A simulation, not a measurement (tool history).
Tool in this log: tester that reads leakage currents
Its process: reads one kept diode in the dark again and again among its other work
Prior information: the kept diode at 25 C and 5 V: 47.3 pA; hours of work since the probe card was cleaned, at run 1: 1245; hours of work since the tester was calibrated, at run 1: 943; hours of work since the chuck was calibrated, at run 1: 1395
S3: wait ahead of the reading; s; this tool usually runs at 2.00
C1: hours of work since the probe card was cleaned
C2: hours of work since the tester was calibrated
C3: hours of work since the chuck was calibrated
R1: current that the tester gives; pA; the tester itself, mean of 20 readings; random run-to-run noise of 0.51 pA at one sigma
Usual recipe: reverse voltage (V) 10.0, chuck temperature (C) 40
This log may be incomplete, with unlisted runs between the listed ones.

run 1 hour=0.0 | reverse_voltage_(V)=10.0 chuck_temperature_(C)=40 S3=2.00 | C1=1245 C2=943 C3=1395 | R1=167.63
run 2 hour=157.2 | reverse_voltage_(V)=10.1 chuck_temperature_(C)=40 S3=2.00 | C1=1337 C2=1036 C3=1488 | R1=168.24
run 3 hour=252.3 | reverse_voltage_(V)=10.1 chuck_temperature_(C)=40 S3=2.00 | C1=1393 C2=1092 C3=1544 | R1=168.81
run 4 hour=376.9 | reverse_voltage_(V)=10.1 chuck_temperature_(C)=40 S3=2.00 | C1=1467 C2=1165 C3=1617 | R1=167.98
-- hour=425.9 chuck's temperature calibrated
run 5 hour=561.7 | reverse_voltage_(V)=10.1 chuck_temperature_(C)=40 S3=2.00 | C1=1574 C2=1273 C3=80 | R1=167.96
run 6 hour=748.8 | reverse_voltage_(V)=10.1 chuck_temperature_(C)=40 S3=2.00 | C1=1685 C2=1383 C3=190 | R1=167.60
run 7 hour=894.1 | reverse_voltage_(V)=10.1 chuck_temperature_(C)=40 S3=2.00 | C1=1770 C2=1469 C3=276 | R1=168.17
-- hour=959.2 probe card cleaned and baked
run 8 hour=991.0 | reverse_voltage_(V)=10.1 chuck_temperature_(C)=40 S3=2.00 | C1=19 C2=1524 C3=331 | R1=168.65
run 9 hour=1180.8 | reverse_voltage_(V)=10.1 chuck_temperature_(C)=40 S3=2.00 | C1=130 C2=1636 C3=443 | R1=168.78
run 10 hour=1355.1 | reverse_voltage_(V)=10.1 chuck_temperature_(C)=40 S3=2.00 | C1=233 C2=1738 C3=546 | R1=167.57
run 11 hour=1450.5 | reverse_voltage_(V)=10.1 chuck_temperature_(C)=40 S3=2.00 | C1=289 C2=1795 C3=602 | R1=167.93
run 12 hour=1561.6 | reverse_voltage_(V)=10.1 chuck_temperature_(C)=40 S3=2.00 | C1=355 C2=1860 C3=667 | R1=167.78
run 13 hour=1702.9 | reverse_voltage_(V)=10.0 chuck_temperature_(C)=40 S3=0.94 | C1=438 C2=1943 C3=750 | R1=169.03
run 14 hour=1780.7 | reverse_voltage_(V)=10.0 chuck_temperature_(C)=40 S3=0.50 | C1=484 C2=1989 C3=796 | R1=172.18
run 15 hour=1878.1 | reverse_voltage_(V)=10.0 chuck_temperature_(C)=40 S3=0.50 | C1=541 C2=2046 C3=854 | R1=171.93
run 16 hour=1955.0 | reverse_voltage_(V)=10.0 chuck_temperature_(C)=40 S3=0.50 | C1=586 C2=2092 C3=899 | R1=172.50
-- hour=1994.0 tester calibrated
run 17 hour=2108.4 | reverse_voltage_(V)=10.0 chuck_temperature_(C)=40 S3=0.50 | C1=676 C2=67 C3=988 | R1=172.09
run 18 hour=2262.5 | reverse_voltage_(V)=10.0 chuck_temperature_(C)=40 S3=0.50 | C1=766 C2=158 C3=1079 | R1=171.20
run 19 hour=2386.1 | reverse_voltage_(V)=10.0 chuck_temperature_(C)=40 S3=0.50 | C1=839 C2=231 C3=1152 | R1=172.13
run 20 hour=2489.4 | reverse_voltage_(V)=10.0 chuck_temperature_(C)=40 S3=0.50 | C1=900 C2=292 C3=1212 | R1=171.61
run 21 hour=2664.5 | reverse_voltage_(V)=7.1 chuck_temperature_(C)=40 S3=0.55 | C1=1003 C2=395 C3=1316 | R1=153.75
run 22 hour=2811.7 | reverse_voltage_(V)=7.1 chuck_temperature_(C)=40 S3=0.55 | C1=1090 C2=482 C3=1402 | R1=153.48
run 23 hour=2894.9 | reverse_voltage_(V)=7.1 chuck_temperature_(C)=40 S3=0.55 | C1=1139 C2=531 C3=1451 | R1=152.78
run 24 hour=3079.4 | reverse_voltage_(V)=7.1 chuck_temperature_(C)=40 S3=0.55 | C1=1247 C2=639 C3=1560 | R1=152.90
run 25 hour=3158.2 | reverse_voltage_(V)=7.1 chuck_temperature_(C)=40 S3=0.55 | C1=1294 C2=686 C3=1606 | R1=153.20
-- hour=3224.1 chuck's temperature calibrated
run 26 hour=3289.1 | reverse_voltage_(V)=7.1 chuck_temperature_(C)=40 S3=0.55 | C1=1370 C2=762 C3=38 | R1=153.68
run 27 hour=3411.9 | reverse_voltage_(V)=7.1 chuck_temperature_(C)=50 S3=2.57 | C1=1442 C2=834 C3=111 | R1=284.69
run 28 hour=3505.6 | reverse_voltage_(V)=7.1 chuck_temperature_(C)=50 S3=2.57 | C1=1497 C2=889 C3=166 | R1=284.09
run 29 hour=3692.9 | reverse_voltage_(V)=1.0 chuck_temperature_(C)=32 S3=3.13 | C1=1608 C2=999 C3=276 | R1=47.46
run 30 hour=3799.1 | reverse_voltage_(V)=10.0 chuck_temperature_(C)=31 S3=0.38 | C1=1670 C2=1062 C3=339 | R1=98.16
run 31 hour=3888.5 | reverse_voltage_(V)=9.3 chuck_temperature_(C)=31 S3=0.38 | C1=1723 C2=1115 C3=391 | R1=95.03
-- hour=4037.1 probe card cleaned and baked
run 32 hour=4037.1 | reverse_voltage_(V)=4.5 chuck_temperature_(C)=57 S3=0.74 | C1=0 C2=1200 C3=477 | R1=377.61
run 33 hour=4185.3 | reverse_voltage_(V)=10.0 chuck_temperature_(C)=40 S3=2.66 | C1=87 C2=1288 C3=564 | R1=167.16
run 34 hour=4308.5 | reverse_voltage_(V)=2.6 chuck_temperature_(C)=52 S3=2.38 | C1=160 C2=1360 C3=637 | R1=235.15
run 35 hour=4442.8 | reverse_voltage_(V)=10.3 chuck_temperature_(C)=40 S3=6.27 | C1=239 C2=1439 C3=716 | R1=167.87
run 36 hour=4521.7 | reverse_voltage_(V)=10.0 chuck_temperature_(C)=22 S3=0.97 | C1=285 C2=1486 C3=762 | R1=50.20
run 37 hour=4626.8 | reverse_voltage_(V)=10.0 chuck_temperature_(C)=40 S3=8.55 | C1=347 C2=1548 C3=824 | R1=166.41
run 38 hour=4767.3 | reverse_voltage_(V)=12.2 chuck_temperature_(C)=22 S3=1.62 | C1=430 C2=1630 C3=907 | R1=52.51
run 39 hour=4879.4 | reverse_voltage_(V)=12.2 chuck_temperature_(C)=22 S3=1.62 | C1=496 C2=1696 C3=973 | R1=52.38

For each entry between runs, how does the tool's hidden state at the last listed run before it compare with that at the first listed run after it?
In the gap between runs 4 and 5: chuck's temperature calibrated (hour 425.9)
  true chuck temperature over the reading, C: -0.01 -> 0
In the gap between runs 7 and 8: probe card cleaned and baked (hour 959.2)
  stray current of the dirty probe card, pA a volt: 0.029 -> 0.02; current scale over the true one, %: 0 -> -0.01
In the gap between runs 16 and 17: tester calibrated (hour 1994.0)
  current scale over the true one, %: -0.01 -> 0
In the gap between runs 25 and 26: chuck's temperature calibrated (hour 3224.1)
  stray current of the dirty probe card, pA a volt: 0.026 -> 0.027; true chuck temperature over the reading, C: -0.01 -> 0
In the gap between runs 31 and 32: probe card cleaned and baked (hour 4037.1)
  stray current of the dirty probe card, pA a volt: 0.029 -> 0.02

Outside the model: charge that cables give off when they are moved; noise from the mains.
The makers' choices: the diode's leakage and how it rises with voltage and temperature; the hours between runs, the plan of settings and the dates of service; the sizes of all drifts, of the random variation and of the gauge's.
